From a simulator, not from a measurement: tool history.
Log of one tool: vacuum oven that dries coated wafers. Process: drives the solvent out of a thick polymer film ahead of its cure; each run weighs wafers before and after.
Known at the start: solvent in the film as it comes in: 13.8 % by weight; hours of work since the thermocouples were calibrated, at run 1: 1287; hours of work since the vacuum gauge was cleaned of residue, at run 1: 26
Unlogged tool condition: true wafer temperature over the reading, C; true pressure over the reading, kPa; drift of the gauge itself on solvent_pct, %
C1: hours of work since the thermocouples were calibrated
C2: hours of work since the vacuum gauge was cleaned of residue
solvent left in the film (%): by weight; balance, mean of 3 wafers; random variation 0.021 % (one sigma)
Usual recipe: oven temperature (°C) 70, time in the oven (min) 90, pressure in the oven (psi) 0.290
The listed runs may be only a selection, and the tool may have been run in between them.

{"run": 1, "day": 0.0, "oven temperature (°C)": 70, "time in the oven (min)": 90, "pressure in the oven (psi)": 0.29, "C1": 1287, "C2": 26, "solvent left in the film (%)": 1.99}
{"run": 2, "day": 4.588, "oven temperature (°C)": 70, "time in the oven (min)": 90, "pressure in the oven (psi)": 0.29, "C1": 1336, "C2": 74, "solvent left in the film (%)": 1.94}
{"run": 3, "day": 7.667, "oven temperature (°C)": 70, "time in the oven (min)": 90, "pressure in the oven (psi)": 0.29, "C1": 1368, "C2": 107, "solvent left in the film (%)": 1.98}
{"run": 4, "day": 11.775, "oven temperature (°C)": 70, "time in the oven (min)": 90, "pressure in the oven (psi)": 0.911, "C1": 1412, "C2": 150, "solvent left in the film (%)": 5.28}
{"run": 5, "day": 15.671, "oven temperature (°C)": 70, "time in the oven (min)": 90, "pressure in the oven (psi)": 0.911, "C1": 1453, "C2": 191, "solvent left in the film (%)": 5.27}
{"run": 6, "day": 18.767, "oven temperature (°C)": 70, "time in the oven (min)": 90, "pressure in the oven (psi)": 0.911, "C1": 1486, "C2": 224, "solvent left in the film (%)": 5.24}
{"day": 19.225, "done": "oven's thermocouples calibrated"}
{"run": 7, "day": 20.817, "oven temperature (°C)": 70, "time in the oven (min)": 90, "pressure in the oven (psi)": 0.911, "C1": 17, "C2": 245, "solvent left in the film (%)": 4.75}
{"run": 8, "day": 25.1, "oven temperature (°C)": 70, "time in the oven (min)": 77, "pressure in the oven (psi)": 0.911, "C1": 62, "C2": 290, "solvent left in the film (%)": 4.85}
{"run": 9, "day": 27.1, "oven temperature (°C)": 70, "time in the oven (min)": 77, "pressure in the oven (psi)": 0.911, "C1": 83, "C2": 311, "solvent left in the film (%)": 4.86}
{"run": 10, "day": 29.575, "oven temperature (°C)": 70, "time in the oven (min)": 77, "pressure in the oven (psi)": 0.315, "C1": 109, "C2": 338, "solvent left in the film (%)": 1.97}
{"run": 11, "day": 33.838, "oven temperature (°C)": 70, "time in the oven (min)": 77, "pressure in the oven (psi)": 0.315, "C1": 154, "C2": 383, "solvent left in the film (%)": 2.0}
{"run": 12, "day": 36.05, "oven temperature (°C)": 58, "time in the oven (min)": 118, "pressure in the oven (psi)": 0.29, "C1": 178, "C2": 406, "solvent left in the film (%)": 3.0}
{"run": 13, "day": 40.121, "oven temperature (°C)": 58, "time in the oven (min)": 121, "pressure in the oven (psi)": 0.244, "C1": 221, "C2": 449, "solvent left in the film (%)": 2.6}
{"run": 14, "day": 43.383, "oven temperature (°C)": 58, "time in the oven (min)": 121, "pressure in the oven (psi)": 0.244, "C1": 255, "C2": 483, "solvent left in the film (%)": 2.59}
{"day": 44.654, "done": "oven's thermocouples calibrated, once more"}
{"run": 15, "day": 47.129, "oven temperature (°C)": 58, "time in the oven (min)": 71, "pressure in the oven (psi)": 0.244, "C1": 26, "C2": 522, "solvent left in the film (%)": 5.42}
{"run": 16, "day": 49.721, "oven temperature (°C)": 85, "time in the oven (min)": 109, "pressure in the oven (psi)": 1.102, "C1": 54, "C2": 550, "solvent left in the film (%)": 3.74}
{"run": 17, "day": 52.133, "oven temperature (°C)": 57, "time in the oven (min)": 53, "pressure in the oven (psi)": 0.714, "C1": 79, "C2": 575, "solvent left in the film (%)": 10.03}
{"run": 18, "day": 54.096, "oven temperature (°C)": 57, "time in the oven (min)": 53, "pressure in the oven (psi)": 0.714, "C1": 100, "C2": 596, "solvent left in the film (%)": 10.01}
{"run": 19, "day": 58.146, "oven temperature (°C)": 57, "time in the oven (min)": 53, "pressure in the oven (psi)": 0.714, "C1": 143, "C2": 639, "solvent left in the film (%)": 10.02}
{"run": 20, "day": 60.833, "oven temperature (°C)": 84, "time in the oven (min)": 115, "pressure in the oven (psi)": 0.271, "C1": 171, "C2": 667, "solvent left in the film (%)": 1.01}
{"run": 21, "day": 65.475, "oven temperature (°C)": 75, "time in the oven (min)": 144, "pressure in the oven (psi)": 0.29, "C1": 220, "C2": 716, "solvent left in the film (%)": 1.53}
{"run": 22, "day": 69.783, "oven temperature (°C)": 75, "time in the oven (min)": 144, "pressure in the oven (psi)": 0.29, "C1": 266, "C2": 762, "solvent left in the film (%)": 1.53}

For some of the steps in solvent left in the film (%) from one run to the next: how much would appear even if the tool had no hidden state, given the settings, what came in and random variation, and how much remains for the hidden state plus any gauge scatter that the measured result and the result without hidden state don't share?
Run 9 -> 10: pressure in the oven (psi) 0.911 -> 0.315. solvent left in the film (%) -2.89: hidden state +0.65, all else -3.54.
Run 14 -> 15: time in the oven (min) 121 -> 71, oven's thermocouples calibrated, once more. solvent left in the film (%) +2.83: hidden state +1.24, all else +1.59.
Run 16 -> 17: oven temperature (°C) 85 -> 57, time in the oven (min) 109 -> 53, pressure in the oven (psi) 1.102 -> 0.714. solvent left in the film (%) +6.29: hidden state +0.01, all else +6.28.
Run 19 -> 20: oven temperature (°C) 57 -> 84, time in the oven (min) 53 -> 115, pressure in the oven (psi) 0.714 -> 0.271. solvent left in the film (%) -9.01: hidden state +0.03, all else -9.04.

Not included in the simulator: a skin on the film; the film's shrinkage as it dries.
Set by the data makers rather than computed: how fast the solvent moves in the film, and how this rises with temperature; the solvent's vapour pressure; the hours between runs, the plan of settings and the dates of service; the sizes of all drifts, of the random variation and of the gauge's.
